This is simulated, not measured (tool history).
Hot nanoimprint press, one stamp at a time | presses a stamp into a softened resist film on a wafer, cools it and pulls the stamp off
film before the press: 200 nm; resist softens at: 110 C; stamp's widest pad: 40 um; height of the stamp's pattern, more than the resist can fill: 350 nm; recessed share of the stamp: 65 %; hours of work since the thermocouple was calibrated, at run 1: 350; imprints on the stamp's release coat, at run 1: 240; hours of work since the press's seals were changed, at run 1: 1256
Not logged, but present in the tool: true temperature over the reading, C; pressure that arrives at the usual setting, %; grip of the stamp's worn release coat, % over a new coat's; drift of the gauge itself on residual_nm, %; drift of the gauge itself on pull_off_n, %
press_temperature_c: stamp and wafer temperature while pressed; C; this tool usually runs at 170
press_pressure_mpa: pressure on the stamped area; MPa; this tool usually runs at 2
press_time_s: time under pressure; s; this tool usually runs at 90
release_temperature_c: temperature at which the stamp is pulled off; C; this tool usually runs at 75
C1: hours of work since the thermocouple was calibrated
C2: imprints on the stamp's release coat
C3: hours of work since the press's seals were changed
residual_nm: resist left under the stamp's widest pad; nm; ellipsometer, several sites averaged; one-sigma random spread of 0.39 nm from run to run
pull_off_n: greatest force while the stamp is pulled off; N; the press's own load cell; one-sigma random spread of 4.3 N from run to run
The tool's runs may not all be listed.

{"run": 1, "day": 0.0, "press_temperature_c": 170, "press_pressure_mpa": 2, "press_time_s": 90, "release_temperature_c": 75, "C1": 350, "C2": 240, "C3": 1256, "residual_nm": 83.7, "pull_off_n": 219}
{"run": 2, "day": 3.354, "press_temperature_c": 170, "press_pressure_mpa": 2, "press_time_s": 90, "release_temperature_c": 62, "C1": 408, "C2": 457, "C3": 1314, "residual_nm": 83.6, "pull_off_n": 289}
{"day": 4.046, "done": "plate thermocouple calibrated"}
{"day": 5.55, "done": "press's hydraulic seals changed and the load cell set to zero"}
{"run": 3, "day": 6.996, "press_temperature_c": 170, "press_pressure_mpa": 2, "press_time_s": 90, "release_temperature_c": 62, "C1": 45, "C2": 664, "C3": 25, "residual_nm": 82.9, "pull_off_n": 297}
{"run": 4, "day": 8.858, "press_temperature_c": 170, "press_pressure_mpa": 2, "press_time_s": 90, "release_temperature_c": 62, "C1": 78, "C2": 784, "C3": 57, "residual_nm": 81.9, "pull_off_n": 289}
{"run": 5, "day": 10.738, "press_temperature_c": 170, "press_pressure_mpa": 2, "press_time_s": 90, "release_temperature_c": 75, "C1": 110, "C2": 906, "C3": 90, "residual_nm": 83.1, "pull_off_n": 217}
{"run": 6, "day": 12.504, "press_temperature_c": 170, "press_pressure_mpa": 2, "press_time_s": 90, "release_temperature_c": 75, "C1": 141, "C2": 1020, "C3": 121, "residual_nm": 82.6, "pull_off_n": 209}
{"day": 13.738, "done": "stamp cleaned and given a new release coat"}
{"run": 7, "day": 15.962, "press_temperature_c": 170, "press_pressure_mpa": 2.94, "press_time_s": 90, "release_temperature_c": 75, "C1": 197, "C2": 144, "C3": 176, "residual_nm": 68.5, "pull_off_n": 215}
{"run": 8, "day": 18.279, "press_temperature_c": 177, "press_pressure_mpa": 2, "press_time_s": 90, "release_temperature_c": 75, "C1": 237, "C2": 295, "C3": 216, "residual_nm": 55.4, "pull_off_n": 213}
{"run": 9, "day": 20.221, "press_temperature_c": 177, "press_pressure_mpa": 2, "press_time_s": 90, "release_temperature_c": 75, "C1": 270, "C2": 420, "C3": 250, "residual_nm": 55.8, "pull_off_n": 217}
{"run": 10, "day": 21.858, "press_temperature_c": 170, "press_pressure_mpa": 2, "press_time_s": 71, "release_temperature_c": 75, "C1": 299, "C2": 526, "C3": 278, "residual_nm": 90.2, "pull_off_n": 219}
{"run": 11, "day": 23.842, "press_temperature_c": 170, "press_pressure_mpa": 2, "press_time_s": 71, "release_temperature_c": 75, "C1": 333, "C2": 655, "C3": 313, "residual_nm": 90.8, "pull_off_n": 211}
{"run": 12, "day": 26.417, "press_temperature_c": 170, "press_pressure_mpa": 2, "press_time_s": 71, "release_temperature_c": 75, "C1": 378, "C2": 822, "C3": 357, "residual_nm": 90.6, "pull_off_n": 213}
{"run": 13, "day": 28.346, "press_temperature_c": 170, "press_pressure_mpa": 2, "press_time_s": 71, "release_temperature_c": 75, "C1": 411, "C2": 947, "C3": 391, "residual_nm": 90.5, "pull_off_n": 222}
{"day": 28.938, "done": "plate thermocouple calibrated"}
{"day": 30.804, "done": "stamp cleaned and given a new release coat"}
{"run": 14, "day": 31.546, "press_temperature_c": 170, "press_pressure_mpa": 2, "press_time_s": 71, "release_temperature_c": 75, "C1": 41, "C2": 48, "C3": 440, "residual_nm": 90.6, "pull_off_n": 215}

Run 15, settings as shown, results not yet in. Your forecast:
{"run": 15, "day": 33.325, "press_temperature_c": 170, "press_pressure_mpa": 2, "press_time_s": 71, "release_temperature_c": 75, "C1": 72, "C2": 163, "C3": 471, "residual_nm": "?", "pull_off_n": "?"}

{"run 15": {"residual_nm": 90.4, "pull_off_n": 219}}
On a tool with no hidden condition, and with the same random variation, this run would have come out at residual_nm 90.3 nm, pull_off_n 218 N.
